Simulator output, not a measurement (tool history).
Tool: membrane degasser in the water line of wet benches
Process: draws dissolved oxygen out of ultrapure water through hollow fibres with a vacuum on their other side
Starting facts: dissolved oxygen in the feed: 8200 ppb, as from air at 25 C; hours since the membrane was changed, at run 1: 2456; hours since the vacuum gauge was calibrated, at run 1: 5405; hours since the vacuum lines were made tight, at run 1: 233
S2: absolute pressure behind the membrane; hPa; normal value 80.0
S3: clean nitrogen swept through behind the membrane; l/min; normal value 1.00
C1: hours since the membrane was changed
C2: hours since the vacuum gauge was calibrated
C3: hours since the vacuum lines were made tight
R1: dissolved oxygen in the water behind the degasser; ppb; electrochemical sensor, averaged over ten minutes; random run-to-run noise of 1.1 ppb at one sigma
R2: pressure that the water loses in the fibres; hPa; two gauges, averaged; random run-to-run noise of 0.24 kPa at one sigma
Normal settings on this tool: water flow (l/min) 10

run 1 hour=0.0 | water_flow_(l/min)=10 S2=80.0 S3=1.00 | C1=2456 C2=5405 C3=233 | R1=114.3 R2=633.5
run 2 hour=214.2 | water_flow_(l/min)=10 S2=80.0 S3=1.00 | C1=2670 C2=5619 C3=447 | R1=114.1 R2=631.7
run 3 hour=569.1 | water_flow_(l/min)=10 S2=80.0 S3=1.00 | C1=3025 C2=5974 C3=802 | R1=115.5 R2=631.5
run 4 hour=805.8 | water_flow_(l/min)=10 S2=80.0 S3=1.00 | C1=3261 C2=6211 C3=1039 | R1=114.1 R2=631.4
run 5 hour=974.9 | water_flow_(l/min)=10 S2=80.0 S3=1.00 | C1=3431 C2=6380 C3=1208 | R1=116.1 R2=633.2
run 6 hour=1205.0 | water_flow_(l/min)=10 S2=53.0 S3=1.00 | C1=3661 C2=6610 C3=1438 | R1=52.8 R2=633.8
run 7 hour=1353.6 | water_flow_(l/min)=10 S2=93.4 S3=1.00 | C1=3809 C2=6758 C3=1587 | R1=145.2 R2=635.9
run 8 hour=1611.3 | water_flow_(l/min)=10 S2=165.4 S3=1.00 | C1=4067 C2=7016 C3=1844 | R1=309.0 R2=633.5
run 9 hour=1923.9 | water_flow_(l/min)=10 S2=165.4 S3=1.00 | C1=4379 C2=7329 C3=2157 | R1=309.1 R2=632.8
run 10 hour=2191.6 | water_flow_(l/min)=10 S2=165.4 S3=1.00 | C1=4647 C2=7596 C3=2425 | R1=304.0 R2=631.8
run 11 hour=2439.6 | water_flow_(l/min)=10 S2=165.4 S3=1.00 | C1=4895 C2=7844 C3=2673 | R1=310.5 R2=632.5
-- hour=2473.3 vacuum gauge calibrated
run 12 hour=2592.8 | water_flow_(l/min)=10 S2=165.4 S3=1.00 | C1=5048 C2=120 C3=2825 | R1=307.0 R2=635.7
run 13 hour=2786.6 | water_flow_(l/min)=7 S2=80.0 S3=1.00 | C1=5242 C2=313 C3=3019 | R1=81.0 R2=442.1
run 14 hour=3125.9 | water_flow_(l/min)=12 S2=178.2 S3=1.00 | C1=5581 C2=653 C3=3358 | R1=399.7 R2=763.0
run 15 hour=3306.8 | water_flow_(l/min)=12 S2=178.2 S3=1.00 | C1=5762 C2=834 C3=3539 | R1=399.3 R2=762.6
run 16 hour=3675.1 | water_flow_(l/min)=10 S2=56.1 S3=0.48 | C1=6130 C2=1202 C3=3908 | R1=112.3 R2=632.8
run 17 hour=4022.1 | water_flow_(l/min)=10 S2=56.1 S3=0.48 | C1=6477 C2=1549 C3=4255 | R1=112.9 R2=636.3
run 18 hour=4221.9 | water_flow_(l/min)=9 S2=96.8 S3=2.67 | C1=6677 C2=1749 C3=4454 | R1=56.2 R2=574.8
run 19 hour=4434.8 | water_flow_(l/min)=7 S2=50.7 S3=1.24 | C1=6890 C2=1962 C3=4667 | R1=26.7 R2=445.5
run 20 hour=4735.8 | water_flow_(l/min)=7 S2=50.7 S3=1.24 | C1=7191 C2=2263 C3=4968 | R1=25.7 R2=445.0
run 21 hour=5094.8 | water_flow_(l/min)=10 S2=152.9 S3=1.04 | C1=7550 C2=2621 C3=5327 | R1=270.1 R2=637.3
run 22 hour=5313.7 | water_flow_(l/min)=10 S2=152.9 S3=1.04 | C1=7769 C2=2840 C3=5546 | R1=265.3 R2=635.9
run 23 hour=5540.1 | water_flow_(l/min)=10 S2=152.9 S3=1.04 | C1=7995 C2=3067 C3=5773 | R1=274.6 R2=635.4
run 24 hour=5689.9 | water_flow_(l/min)=15 S2=88.7 S3=0.78 | C1=8145 C2=3217 C3=5922 | R1=254.4 R2=956.9

Run 25 comes next. What will it give?
run 25 hour=5875.4 | water_flow_(l/min)=16 S2=102.8 S3=0.40 | C1=8330 C2=3402 C3=6108 | R1=? R2=?

R1: 554.2 ppb
R2: 1023.3 hPa
Take away the tool's hidden state, keep the run-to-run variation as it was, and the same run would have given R1 554.0 ppb, R2 1022.4 hPa.
